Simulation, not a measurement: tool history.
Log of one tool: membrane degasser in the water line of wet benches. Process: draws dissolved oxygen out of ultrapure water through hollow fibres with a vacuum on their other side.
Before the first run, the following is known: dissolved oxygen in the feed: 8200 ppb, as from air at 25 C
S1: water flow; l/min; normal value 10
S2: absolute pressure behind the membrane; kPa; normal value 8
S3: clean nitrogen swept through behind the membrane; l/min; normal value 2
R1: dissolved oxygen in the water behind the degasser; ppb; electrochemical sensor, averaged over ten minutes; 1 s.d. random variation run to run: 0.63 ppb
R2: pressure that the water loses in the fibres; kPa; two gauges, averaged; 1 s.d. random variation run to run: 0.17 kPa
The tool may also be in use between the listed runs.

run	day	S1	S2	S3	R1	R2
1	0	10	8	2	68.2	27.99
2	1.138	10	8	2	68.5	28.49
3	2.196	10	8	2	69.5	28.33
4	3.892	9	8	2	59.2	25.4
5	4.958	10	8	3.1	47.7	28.21
6	6.158	10	8	3.1	46.9	28.51
7	7.375	10	8	1.37	94.4	28.48
8	9.2	10	8	2.29	60.9	28.32
9	10.783	10	8	2.29	60.1	28.49
10	11.642	10	8	2.29	61.4	28.44
11	12.954	10	8	2.29	60.3	28.16
12	14.379	15	14.2	2.29	218.8	42.6
13	16.388	11	8	2.2	72.6	31.17
14	17.254	7	6.88	1.19	56.9	19.72
15	18.1	7	10.41	1.19	107	19.53
16	19.338	7	10.41	1.72	75.2	19.85
17	21.258	12	8.89	2	101.5	34.15
18	23.212	10	14.75	2	148.7	28.36
19	24.788	10	14.75	2	150.6	28.5
20	26.596	10	14.75	2	148.1	28.47
21	28.483	10	14.75	2	149.4	28.52

Predict each of these 4 candidate next runs independently; none follows another, all start after run 21:
A	30.033	10	7.71	1	?	?
B	30.033	16	14.75	1.52	?	?
C	30.033	13	14.75	2	?	?
D	30.033	10	10.18	5.93	?	?

run	R1	R2
A	119.3	28.63
B	337.3	45.73
C	207.8	37.09
D	38	28.17
With the hidden condition removed and each run's random variation left untouched, the same runs would have given:
run	R1	R2
A	114.4	28.44
B	330.3	45.43
C	203	36.85
D	36.6	27.98

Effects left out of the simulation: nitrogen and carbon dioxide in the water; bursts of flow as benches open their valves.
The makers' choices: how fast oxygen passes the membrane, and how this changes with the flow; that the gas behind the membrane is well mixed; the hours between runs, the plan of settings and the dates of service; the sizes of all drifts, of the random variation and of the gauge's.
